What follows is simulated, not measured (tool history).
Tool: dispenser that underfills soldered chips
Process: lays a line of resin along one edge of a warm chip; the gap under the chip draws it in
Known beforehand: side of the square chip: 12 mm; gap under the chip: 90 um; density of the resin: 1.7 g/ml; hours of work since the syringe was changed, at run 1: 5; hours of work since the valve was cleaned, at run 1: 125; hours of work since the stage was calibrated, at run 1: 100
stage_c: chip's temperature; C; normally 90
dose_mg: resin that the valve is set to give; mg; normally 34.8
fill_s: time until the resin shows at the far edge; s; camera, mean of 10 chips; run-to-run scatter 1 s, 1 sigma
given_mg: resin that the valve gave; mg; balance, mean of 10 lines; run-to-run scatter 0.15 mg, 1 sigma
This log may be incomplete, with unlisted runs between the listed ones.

run	hour	stage_c	dose_mg	hours of work since the syringe was changed	hours of work since the valve was cleaned	hours of work since the stage was calibrated	fill_s	given_mg
1	0.0	90	34.8	5	125	100	118.5	32.94
# hour 4.0: new syringe of resin
2	4.7	99	34.8	1	128	103	75.1	32.83
3	7.7	99	34.8	3	130	106	82.0	33.00
4	12.8	90	34.8	7	134	110	125.1	32.53
# hour 14.4: new syringe of resin
5	17.8	90	34.8	3	138	113	105.1	32.83
6	20.3	90	34.8	5	140	115	113.2	32.58
7	23.9	90	34.8	7	143	118	125.8	32.52
# hour 25.0: new syringe of resin
8	29.0	90	34.8	3	146	122	109.0	32.48
# hour 34.6: dispensing valve cleaned and set on the balance
9	34.9	90	34.8	7	0	126	127.0	34.81
# hour 36.6: new syringe of resin
10	38.5	90	34.8	1	3	128	97.9	34.83
11	42.1	90	34.8	4	6	131	111.1	34.62

Expected results for the next run?
12	45.6	90	34.8	7	8	134	?	?

Run 12 came out at fill_s 121.2 s, given_mg 34.57 mg.
Without the tool's hidden state the same run would have given fill_s 97.0 s, given_mg 34.73 mg.

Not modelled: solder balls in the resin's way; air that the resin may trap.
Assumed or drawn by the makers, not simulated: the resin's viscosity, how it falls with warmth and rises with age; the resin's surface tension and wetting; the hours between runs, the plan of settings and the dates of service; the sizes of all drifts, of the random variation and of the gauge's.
